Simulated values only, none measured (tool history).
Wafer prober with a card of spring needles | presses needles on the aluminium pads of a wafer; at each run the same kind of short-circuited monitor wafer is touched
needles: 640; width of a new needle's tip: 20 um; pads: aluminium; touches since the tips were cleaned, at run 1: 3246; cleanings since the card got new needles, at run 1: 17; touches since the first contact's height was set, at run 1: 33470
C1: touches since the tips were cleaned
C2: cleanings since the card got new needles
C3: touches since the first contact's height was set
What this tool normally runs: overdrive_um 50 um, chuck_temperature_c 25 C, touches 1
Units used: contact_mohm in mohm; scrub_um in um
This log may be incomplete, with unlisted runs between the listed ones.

run 1 hour=0.0 | overdrive_um=50 chuck_temperature_c=25 touches=1 | C1=3246 C2=17 C3=33470 | contact_mohm=131 scrub_um=9.172
-- hour=20.3 tips cleaned on abrasive film
run 2 hour=33.3 | overdrive_um=50 chuck_temperature_c=25 touches=2 | C1=3739 C2=18 C3=43030 | contact_mohm=121 scrub_um=9.178
-- hour=48.7 tips cleaned on abrasive film
run 3 hour=53.3 | overdrive_um=50 chuck_temperature_c=25 touches=1 | C1=1341 C2=19 C3=48775 | contact_mohm=118 scrub_um=9.163
-- hour=77.4 tips cleaned on abrasive film
run 4 hour=86.2 | overdrive_um=50 chuck_temperature_c=96 touches=1 | C1=2526 C2=20 C3=58206 | contact_mohm=133 scrub_um=9.145
-- hour=106.1 tips cleaned on abrasive film
-- hour=117.5 height of the first contact set anew
run 5 hour=122.4 | overdrive_um=50 chuck_temperature_c=25 touches=1 | C1=4612 C2=21 C3=1416 | contact_mohm=131 scrub_um=9.219
-- hour=135.5 tips cleaned on abrasive film
run 6 hour=144.6 | overdrive_um=50 chuck_temperature_c=67 touches=1 | C1=2628 C2=22 C3=7773 | contact_mohm=130 scrub_um=9.219
-- hour=163.6 tips cleaned on abrasive film
run 7 hour=163.6 | overdrive_um=50 chuck_temperature_c=25 touches=1 | C1=0 C2=23 C3=13233 | contact_mohm=106 scrub_um=9.204
run 8 hour=186.6 | overdrive_um=50 chuck_temperature_c=41 touches=1 | C1=6623 C2=23 C3=19856 | contact_mohm=142 scrub_um=9.188
-- hour=193.6 tips cleaned on abrasive film
run 9 hour=217.9 | overdrive_um=31 chuck_temperature_c=25 touches=1 | C1=7004 C2=24 C3=28841 | contact_mohm=196 scrub_um=5.679
-- hour=222.1 tips cleaned on abrasive film
run 10 hour=239.8 | overdrive_um=50 chuck_temperature_c=25 touches=1 | C1=5117 C2=25 C3=35131 | contact_mohm=136 scrub_um=9.174
-- hour=250.2 tips cleaned on abrasive film
run 11 hour=274.7 | overdrive_um=50 chuck_temperature_c=25 touches=1 | C1=7055 C2=26 C3=45150 | contact_mohm=141 scrub_um=9.155
-- hour=281.0 tips cleaned on abrasive film
run 12 hour=303.0 | overdrive_um=50 chuck_temperature_c=25 touches=1 | C1=6326 C2=27 C3=53268 | contact_mohm=142 scrub_um=9.142
-- hour=309.1 tips cleaned on abrasive film
run 13 hour=330.9 | overdrive_um=50 chuck_temperature_c=25 touches=1 | C1=6266 C2=28 C3=61270 | contact_mohm=139 scrub_um=9.142
-- hour=340.1 tips cleaned on abrasive film
-- hour=352.7 height of the first contact set anew
run 14 hour=352.7 | overdrive_um=50 chuck_temperature_c=25 touches=1 | C1=3568 C2=29 C3=0 | contact_mohm=128 scrub_um=9.212
-- hour=368.9 tips cleaned on abrasive film
run 15 hour=375.9 | overdrive_um=50 chuck_temperature_c=25 touches=1 | C1=2012 C2=30 C3=6640 | contact_mohm=122 scrub_um=9.209
-- hour=399.0 tips cleaned on abrasive film
run 16 hour=403.9 | overdrive_um=47 chuck_temperature_c=25 touches=1 | C1=1409 C2=31 C3=14688 | contact_mohm=122 scrub_um=8.650
-- hour=427.6 tips cleaned on abrasive film
run 17 hour=436.0 | overdrive_um=47 chuck_temperature_c=25 touches=1 | C1=2409 C2=32 C3=23902 | contact_mohm=127 scrub_um=8.627
run 18 hour=454.6 | overdrive_um=54 chuck_temperature_c=72 touches=1 | C1=7764 C2=32 C3=29257 | contact_mohm=141 scrub_um=9.929
-- hour=457.2 tips cleaned on abrasive film
-- hour=485.7 tips cleaned on abrasive film
run 19 hour=499.1 | overdrive_um=55 chuck_temperature_c=43 touches=1 | C1=3842 C2=34 C3=42017 | contact_mohm=127 scrub_um=10.074
-- hour=516.4 tips cleaned on abrasive film
run 20 hour=541.0 | overdrive_um=55 chuck_temperature_c=43 touches=1 | C1=7079 C2=35 C3=54068 | contact_mohm=135 scrub_um=10.069
-- hour=545.0 tips cleaned on abrasive film
-- hour=575.4 tips cleaned on abrasive film
-- hour=586.5 height of the first contact set anew
run 21 hour=586.5 | overdrive_um=55 chuck_temperature_c=43 touches=1 | C1=3132 C2=37 C3=0 | contact_mohm=124 scrub_um=10.145
-- hour=606.4 tips cleaned on abrasive film
run 22 hour=622.9 | overdrive_um=55 chuck_temperature_c=43 touches=1 | C1=4764 C2=38 C3=10464 | contact_mohm=132 scrub_um=10.141
-- hour=635.0 tips cleaned on abrasive film
run 23 hour=656.7 | overdrive_um=56 chuck_temperature_c=65 touches=3 | C1=6260 C2=39 C3=20157 | contact_mohm=121 scrub_um=10.309
-- hour=664.2 tips cleaned on abrasive film
run 24 hour=688.9 | overdrive_um=34 chuck_temperature_c=61 touches=2 | C1=7132 C2=40 C3=29412 | contact_mohm=157 scrub_um=6.246
-- hour=692.6 tips cleaned on abrasive film
-- hour=722.5 tips cleaned on abrasive film
run 25 hour=722.5 | overdrive_um=34 chuck_temperature_c=61 touches=2 | C1=0 C2=42 C3=39037 | contact_mohm=118 scrub_um=6.221
run 26 hour=745.1 | overdrive_um=34 chuck_temperature_c=63 touches=2 | C1=6493 C2=42 C3=45530 | contact_mohm=158 scrub_um=6.221
-- hour=750.7 tips cleaned on abrasive film
-- hour=780.9 tips cleaned on abrasive film
run 27 hour=787.5 | overdrive_um=43 chuck_temperature_c=32 touches=1 | C1=1912 C2=44 C3=57714 | contact_mohm=127 scrub_um=7.838
-- hour=811.1 tips cleaned on abrasive film
run 28 hour=819.6 | overdrive_um=43 chuck_temperature_c=32 touches=1 | C1=2468 C2=45 C3=66933 | contact_mohm=133 scrub_um=7.848
-- hour=823.8 height of the first contact set anew
-- hour=840.0 tips cleaned on abrasive film
run 29 hour=847.0 | overdrive_um=57 chuck_temperature_c=37 touches=2 | C1=2001 C2=46 C3=6639 | contact_mohm=112 scrub_um=10.494
-- hour=869.2 tips cleaned on abrasive film
run 30 hour=869.2 | overdrive_um=57 chuck_temperature_c=37 touches=2 | C1=0 C2=47 C3=13017 | contact_mohm=106 scrub_um=10.500
-- hour=897.5 tips cleaned on abrasive film
run 31 hour=897.5 | overdrive_um=57 chuck_temperature_c=37 touches=2 | C1=0 C2=48 C3=21139 | contact_mohm=107 scrub_um=10.486
-- hour=928.1 tips cleaned on abrasive film
run 32 hour=930.6 | overdrive_um=32 chuck_temperature_c=27 touches=1 | C1=736 C2=49 C3=30660 | contact_mohm=135 scrub_um=5.843
run 33 hour=949.4 | overdrive_um=61 chuck_temperature_c=27 touches=2 | C1=6136 C2=49 C3=36060 | contact_mohm=119 scrub_um=11.206

Here are 3 independent what-if runs from the current tool condition. What would each one return?
-- hour=958.3 tips cleaned on abrasive film
run A hour=970.3 | overdrive_um=61 chuck_temperature_c=39 touches=2 | C1=3437 C2=50 C3=42043 | contact_mohm=? scrub_um=?
-- hour=958.3 tips cleaned on abrasive film
run B hour=970.3 | overdrive_um=67 chuck_temperature_c=25 touches=1 | C1=3437 C2=50 C3=42043 | contact_mohm=? scrub_um=?
-- hour=958.3 tips cleaned on abrasive film
run C hour=970.3 | overdrive_um=50 chuck_temperature_c=55 touches=1 | C1=3437 C2=50 C3=42043 | contact_mohm=? scrub_um=?

run=A contact_mohm=117 scrub_um=11.184
run=B contact_mohm=117 scrub_um=12.306
run=C contact_mohm=138 scrub_um=9.150
The same runs, with their run-to-run variation unchanged, on a tool lacking any hidden condition would have given:
run=A contact_mohm=106 scrub_um=11.242
run=B contact_mohm=100 scrub_um=12.363
run=C contact_mohm=110 scrub_um=9.208
